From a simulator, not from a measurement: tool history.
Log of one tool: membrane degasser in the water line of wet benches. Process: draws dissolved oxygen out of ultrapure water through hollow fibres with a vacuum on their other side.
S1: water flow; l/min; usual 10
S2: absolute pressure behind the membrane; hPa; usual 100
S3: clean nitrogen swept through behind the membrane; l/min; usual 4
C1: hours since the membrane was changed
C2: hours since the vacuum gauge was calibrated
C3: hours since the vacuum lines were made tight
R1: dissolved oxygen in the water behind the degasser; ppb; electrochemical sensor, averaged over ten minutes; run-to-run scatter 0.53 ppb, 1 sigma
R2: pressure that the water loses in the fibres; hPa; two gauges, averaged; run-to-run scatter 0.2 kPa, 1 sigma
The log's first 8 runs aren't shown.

{"run": 9, "hour": 276.4, "S1": 10, "S2": 100, "S3": 3.59, "C1": 2174, "C2": 2432, "C3": 6055, "R1": 47.3, "R2": 441.9}
{"run": 10, "hour": 309.0, "S1": 10, "S2": 100, "S3": 4, "C1": 2207, "C2": 2465, "C3": 6088, "R1": 44.8, "R2": 441.6}
{"run": 11, "hour": 349.3, "S1": 10, "S2": 100, "S3": 4, "C1": 2247, "C2": 2505, "C3": 6128, "R1": 44.7, "R2": 442.2}
{"run": 12, "hour": 378.4, "S1": 10, "S2": 100, "S3": 4, "C1": 2276, "C2": 2534, "C3": 6157, "R1": 43.3, "R2": 437.5}
{"run": 13, "hour": 418.9, "S1": 10, "S2": 100, "S3": 4, "C1": 2317, "C2": 2575, "C3": 6197, "R1": 44, "R2": 443}
{"run": 14, "hour": 440.9, "S1": 10, "S2": 100, "S3": 11.11, "C1": 2339, "C2": 2597, "C3": 6219, "R1": 17.2, "R2": 442.6}
{"run": 15, "hour": 467.9, "S1": 10, "S2": 100, "S3": 2.71, "C1": 2366, "C2": 2624, "C3": 6246, "R1": 63.8, "R2": 440.4}
{"run": 16, "hour": 508.6, "S1": 10, "S2": 100, "S3": 4, "C1": 2407, "C2": 2665, "C3": 6287, "R1": 44.2, "R2": 442.6}
{"run": 17, "hour": 536.6, "S1": 10, "S2": 100, "S3": 4, "C1": 2435, "C2": 2693, "C3": 6315, "R1": 44.3, "R2": 440.7}
{"run": 18, "hour": 578.4, "S1": 10, "S2": 62, "S3": 6.83, "C1": 2476, "C2": 2734, "C3": 6357, "R1": 13.3, "R2": 440}
{"run": 19, "hour": 624.4, "S1": 10, "S2": 62, "S3": 6.83, "C1": 2522, "C2": 2780, "C3": 6403, "R1": 12.5, "R2": 440.3}
{"run": 20, "hour": 671.2, "S1": 12, "S2": 110, "S3": 7.6, "C1": 2569, "C2": 2827, "C3": 6450, "R1": 34.9, "R2": 527.7}
{"run": 21, "hour": 709.0, "S1": 12, "S2": 110, "S3": 7.6, "C1": 2607, "C2": 2865, "C3": 6488, "R1": 34.8, "R2": 526.9}
{"run": 22, "hour": 736.9, "S1": 6, "S2": 114, "S3": 4, "C1": 2635, "C2": 2893, "C3": 6515, "R1": 30.8, "R2": 265}
{"run": 23, "hour": 778.4, "S1": 6, "S2": 114, "S3": 4, "C1": 2676, "C2": 2934, "C3": 6557, "R1": 30.7, "R2": 263.7}
{"run": 24, "hour": 819.4, "S1": 10, "S2": 68, "S3": 6.42, "C1": 2717, "C2": 2975, "C3": 6598, "R1": 16.4, "R2": 441.3}
{"run": 25, "hour": 865.6, "S1": 10, "S2": 68, "S3": 6.42, "C1": 2764, "C2": 3022, "C3": 6644, "R1": 15.8, "R2": 441.9}
{"run": 26, "hour": 903.6, "S1": 10, "S2": 126, "S3": 4, "C1": 2802, "C2": 3059, "C3": 6682, "R1": 59.3, "R2": 441.9}

Forecast run 27:
{"run": 27, "hour": 942.1, "S1": 10, "S2": 199, "S3": 11.3, "C1": 2840, "C2": 3098, "C3": 6721, "R1": "?", "R2": "?"}

{"run 27": {"R1": 39.1, "R2": 440.5}}
Had the tool carried no hidden state, the very same run would have given R1 39.1 ppb, R2 440.5 hPa.

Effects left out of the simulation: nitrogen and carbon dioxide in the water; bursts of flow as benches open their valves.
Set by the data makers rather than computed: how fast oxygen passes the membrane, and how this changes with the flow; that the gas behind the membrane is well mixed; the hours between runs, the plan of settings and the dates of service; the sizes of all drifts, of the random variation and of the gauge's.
